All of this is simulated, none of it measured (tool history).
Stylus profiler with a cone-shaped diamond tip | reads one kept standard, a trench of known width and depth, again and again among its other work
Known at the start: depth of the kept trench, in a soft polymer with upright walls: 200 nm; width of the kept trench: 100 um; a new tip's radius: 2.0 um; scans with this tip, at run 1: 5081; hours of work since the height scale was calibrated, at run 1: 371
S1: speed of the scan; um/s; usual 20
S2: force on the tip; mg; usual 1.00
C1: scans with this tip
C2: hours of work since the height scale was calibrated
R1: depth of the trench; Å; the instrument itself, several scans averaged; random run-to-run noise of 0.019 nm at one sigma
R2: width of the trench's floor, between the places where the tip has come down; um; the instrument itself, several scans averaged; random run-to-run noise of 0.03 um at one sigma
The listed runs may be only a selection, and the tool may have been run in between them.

run   hour  S1    S2    C1   C2      R1     R2
  1    0.0  20  1.00  5081  371  2014.6  97.64
  2   12.1  20  1.00  5208  380  2014.5  97.69
  3   19.5  20  1.00  5287  386  2014.6  97.70
  4   33.7  20  1.00  5437  397  2014.4  97.68
  5   47.9  20  1.00  5587  408  2014.2  97.70
  6   63.6  20  1.00  5752  420  2014.2  97.61
  7   74.6  52  1.00  5868  428  2014.6  97.35
  8   86.0  71  1.00  5988  437  2014.3  97.22
  9   94.7  71  1.00  6080  444  2014.3  97.18
 10  105.2  55  1.00  6191  452  2014.1  97.34
 11  114.8  55  1.00  6292  459  2014.3  97.28
 12  124.6  55  1.00  6395  467  2014.1  97.28
 13  133.2  55  1.00  6487  473  2014.0  97.29
 14  142.0  12  1.00  6579  480  2014.1  97.66
 15  149.4  17  1.71  6657  486  2021.6  97.66
 16  163.7   6  0.76  6808  497  2011.3  97.70
 17  179.2  68  0.76  6972  509  2011.0  97.08
 18  192.6  75  2.55  7113  519  2028.1  97.27
 19  204.2  77  1.37  7235  528  2017.5  97.21
 20  210.7  20  1.83  7305  533  2022.3  97.58
 21  224.4  22  2.34  7448  543  2026.4  97.57
 22  232.3  22  2.34  7532  550  2026.4  97.55
 23  241.5  60  1.75  7629  557  2021.5  97.27
 24  252.0  60  1.75  7740  565  2021.3  97.30
 25  265.0  43  1.47  7877  575  2018.7  97.38
 26  275.5  63  0.48  7988  583  2007.5  96.90
 27  284.2  22  0.61  8080  590  2009.3  97.43
 28  293.5   6  2.30  8178  597  2025.5  97.66

Branching from run 28: 4 alternative next runs. What would each branch give?
  A  309.2   9  2.20  8344  609   ?   ?
  B  309.2  20  0.41  8344  609   ?   ?
  C  309.2  30  0.56  8344  609   ?   ?
  D  309.2  50  1.00  8344  609   ?   ?

run      R1     R2
  A  2024.9  97.64
  B  2006.0  97.38
  C  2008.7  97.31
  D  2013.8  97.25
Without the tool's hidden state the same runs would have given:
run      R1     R2
  A  2027.6  98.22
  B  2008.7  97.96
  C  2011.3  97.90
  D  2016.4  97.83
